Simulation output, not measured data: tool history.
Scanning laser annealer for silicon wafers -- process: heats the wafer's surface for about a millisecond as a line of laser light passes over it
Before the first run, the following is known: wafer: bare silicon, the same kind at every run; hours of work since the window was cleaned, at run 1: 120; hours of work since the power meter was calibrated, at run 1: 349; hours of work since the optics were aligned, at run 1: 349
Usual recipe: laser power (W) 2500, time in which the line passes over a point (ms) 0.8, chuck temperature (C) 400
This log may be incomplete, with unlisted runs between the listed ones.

run     day  laser power (W)  time in which the line passes over a point (ms)  chuck temperature (C)  hours of work since the window was cleaned  hours of work since the power meter was calibrated  hours of work since the optics were aligned  highest temperature of the surface (C)
  1       0             2500                                              0.8                    400                                         120                                                 349                                          349                                    1222
  2   0.529             2500                                              0.8                    400                                         126                                                 354                                          354                                    1219
  3    1.25             2500                                              0.8                    400                                         133                                                 361                                          361                                    1220
  4    2.15             2283                                              0.8                    400                                         141                                                 370                                          370                                    1140
  5   2.925             2283                                              0.8                    400                                         149                                                 377                                          377                                    1142
  6   3.371             2500                                              0.8                    400                                         153                                                 382                                          382                                    1217
  7   4.279             2500                                              0.8                    400                                         162                                                 391                                          391                                    1219
  8   4.779             2500                                              0.8                    400                                         167                                                 395                                          395                                    1219
  9   5.504             2190                                              0.8                    400                                         174                                                 403                                          403                                    1110
 10     6.4             2500                                              0.8                    375                                         183                                                 411                                          411                                    1189
 11   6.867             2500                                              0.8                    384                                         188                                                 416                                          416                                    1199
 12   7.608             2351                                              0.8                    400                                         195                                                 423                                          423                                    1164
 13   8.321             2500                                              0.8                    400                                         202                                                 430                                          430                                    1213
 14   8.988             2500                                              0.8                    400                                         208                                                 437                                          437                                    1214
 15   9.417             2500                                              0.8                    400                                         213                                                 441                                          441                                    1210
 16   9.962             2500                                            0.591                    400                                         218                                                 446                                          446                                    1094
 17  10.683             2500                                              0.8                    384                                         225                                                 453                                          453                                    1199
 18  11.617             2500                                              0.8                    384                                         234                                                 462                                          462                                    1198
 19  12.254             2500                                              0.8                    384                                         240                                                 469                                          469                                    1195
 20  12.917             2500                                              0.8                    384                                         247                                                 475                                          475                                    1194
 21  13.471             2500                                              0.8                    384                                         252                                                 481                                          481                                    1196
 22  14.292             2662                                            0.936                    411                                         260                                                 489                                          489                                    1356
 23  14.929             2500                                              0.8                    418                                         267                                                 495                                          495                                    1227
 24  15.567             2440                                            0.635                    405                                         273                                                 501                                          501                                    1100
 25  16.079             2502                                            0.701                    395                                         278                                                 506                                          506                                    1150
 26  16.862             2395                                            0.846                    400                                         285                                                 514                                          514                                    1195
 27  17.621             2189                                              0.8                    371                                         293                                                 521                                          521                                    1065
 28  18.246             2310                                            0.958                    371                                         299                                                 527                                          527                                    1187
 29  18.904             2244                                            0.673                    419                                         305                                                 534                                          534                                    1071
 30  19.575             2622                                            0.574                    413                                         312                                                 540                                          540                                    1126
 31  20.308             2622                                            0.574                    413                                         319                                                 547                                          547                                    1118
 32  21.262             2622                                            0.794                    438                                         329                                                 557                                          557                                    1277
 33  22.146             2622                                            0.831                    438                                         337                                                 565                                          565                                    1299
 34  23.125             2720                                            0.742                    438                                         347                                                 575                                          575                                    1283
 35  23.842             2244                                            0.673                    384                                         354                                                 582                                          582                                    1035
 36  24.612             2500                                            0.778                    386                                         361                                                 590                                          590                                    1173
 37  25.329             2411                                            0.612                    398                                         368                                                 597                                          597                                    1064
 38  25.954             2395                                            0.926                    365                                         374                                                 603                                          603                                    1192
 39  26.458             2306                                             0.95                    378                                         379                                                 608                                          608                                    1181
 40  27.067             2306                                             0.95                    378                                         385                                                 614                                          614                                    1181
 41  27.758             2476                                            0.752                    410                                         392                                                 620                                          620                                    1176

Alternative continuations, all from the tool just after run 41; predict every row:
  A  28.188             2656                                            0.662                    398                                         396                                                 625                                          625                                       ?
  B  28.188             2677                                            0.589                    379                                         396                                                 625                                          625                                       ?
  C  28.188             2580                                            0.814                    406                                         396                                                 625                                          625                                       ?
  D  28.188             2500                                            0.761                    400                                         396                                                 625                                          625                                       ?

run  highest temperature of the surface (C)
  A                                    1168
  B                                    1110
  C                                    1239
  D                                    1175
Take away the tool's hidden state, keep each run's random variation, and the runs would have read:
run  highest temperature of the surface (C)
  A                                    1205
  B                                    1144
  C                                    1278
  D                                    1212
